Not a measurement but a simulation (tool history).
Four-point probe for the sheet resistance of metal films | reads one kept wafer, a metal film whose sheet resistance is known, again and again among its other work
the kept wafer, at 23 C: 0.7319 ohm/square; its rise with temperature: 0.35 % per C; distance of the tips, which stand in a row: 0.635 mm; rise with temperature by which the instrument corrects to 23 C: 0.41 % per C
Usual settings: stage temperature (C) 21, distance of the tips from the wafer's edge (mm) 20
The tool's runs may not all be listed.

run,hour,stage temperature (C),distance of the tips from the wafer's edge (mm),sheet resistance as the instrument gives it (ohm/square)
1,0,21,20,0.732738
2,8.9,21,20,0.732895
3,22.7,21,20,0.732641
4,39.8,21,20,0.733103
5,49.5,21,20,0.733029
# hour 51.6: stage's thermometer calibrated
6,64.8,21,20,0.732959
7,80.3,18,9,0.7363
8,89,18,9,0.736204
9,107.3,24,26,0.731969
# hour 113.1: stage's thermometer calibrated, once more
10,117.7,28,26,0.72984
11,126.8,23,75,0.731987
12,138.3,21,27,0.732978

5 ways to go on from here, each from the tool as it stands after run 12. What would each give?
A,149.7,21,37,?
B,149.7,31,5,?
C,149.7,32,20,?
D,149.7,33,8,?
E,149.7,27,20,?

run,sheet resistance as the instrument gives it (ohm/square)
A,0.733262
B,0.734612
C,0.728399
D,0.730113
E,0.730879
Without the tool's hidden state the same runs would have given:
run,sheet resistance as the instrument gives it (ohm/square)
A,0.733159
B,0.734509
C,0.728297
D,0.730012
E,0.730777
